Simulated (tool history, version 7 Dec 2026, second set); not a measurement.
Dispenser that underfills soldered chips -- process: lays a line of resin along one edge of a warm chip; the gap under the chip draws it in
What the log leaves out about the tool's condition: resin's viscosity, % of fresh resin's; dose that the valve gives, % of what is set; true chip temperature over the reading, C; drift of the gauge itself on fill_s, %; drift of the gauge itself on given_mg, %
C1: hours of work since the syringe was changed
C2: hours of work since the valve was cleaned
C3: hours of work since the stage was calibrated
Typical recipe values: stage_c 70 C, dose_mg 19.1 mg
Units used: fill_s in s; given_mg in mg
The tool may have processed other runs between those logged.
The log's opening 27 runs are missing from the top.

-- hour=196.3 new syringe of resin
-- hour=198.7 dispensing valve cleaned and set on the balance
run 28 hour=199.8 | stage_c=65 dose_mg=23.6 | C1=2 C2=1 C3=276 | fill_s=59.9 given_mg=23.60
run 29 hour=208.6 | stage_c=65 dose_mg=23.6 | C1=7 C2=6 C3=281 | fill_s=70.7 given_mg=23.40
-- hour=209.5 new syringe of resin
run 30 hour=216.1 | stage_c=79 dose_mg=23.4 | C1=4 C2=11 C3=286 | fill_s=31.1 given_mg=23.19
run 31 hour=220.6 | stage_c=79 dose_mg=23.4 | C1=7 C2=14 C3=289 | fill_s=34.5 given_mg=23.12
-- hour=221.8 new syringe of resin
run 32 hour=231.4 | stage_c=59 dose_mg=17.3 | C1=6 C2=20 C3=295 | fill_s=93.9 given_mg=17.07
-- hour=234.8 new syringe of resin
run 33 hour=240.3 | stage_c=62 dose_mg=17.9 | C1=4 C2=26 C3=301 | fill_s=74.1 given_mg=17.64
-- hour=247.4 new syringe of resin
run 34 hour=250.5 | stage_c=62 dose_mg=17.9 | C1=2 C2=32 C3=307 | fill_s=70.7 given_mg=17.56
-- hour=260.1 new syringe of resin
run 35 hour=260.9 | stage_c=60 dose_mg=17.9 | C1=0 C2=39 C3=314 | fill_s=75.6 given_mg=17.46

Predict each of these 3 candidate next runs independently; none follows another, all start after run 35:
-- hour=266.0 dispensing valve cleaned and set on the balance
run A hour=270.8 | stage_c=73 dose_mg=19.3 | C1=6 C2=3 C3=319 | fill_s=? given_mg=?
-- hour=266.0 dispensing valve cleaned and set on the balance
run B hour=270.8 | stage_c=61 dose_mg=22.0 | C1=6 C2=3 C3=319 | fill_s=? given_mg=?
-- hour=266.0 dispensing valve cleaned and set on the balance
run C hour=270.8 | stage_c=82 dose_mg=19.0 | C1=6 C2=3 C3=319 | fill_s=? given_mg=?

run=A fill_s=45.2 given_mg=19.19
run=B fill_s=84.4 given_mg=21.98
run=C fill_s=29.7 given_mg=18.95
Without the tool's unlogged condition, the same runs would have read:
run=A fill_s=40.7 given_mg=19.21
run=B fill_s=76.5 given_mg=22.01
run=C fill_s=26.6 given_mg=18.98
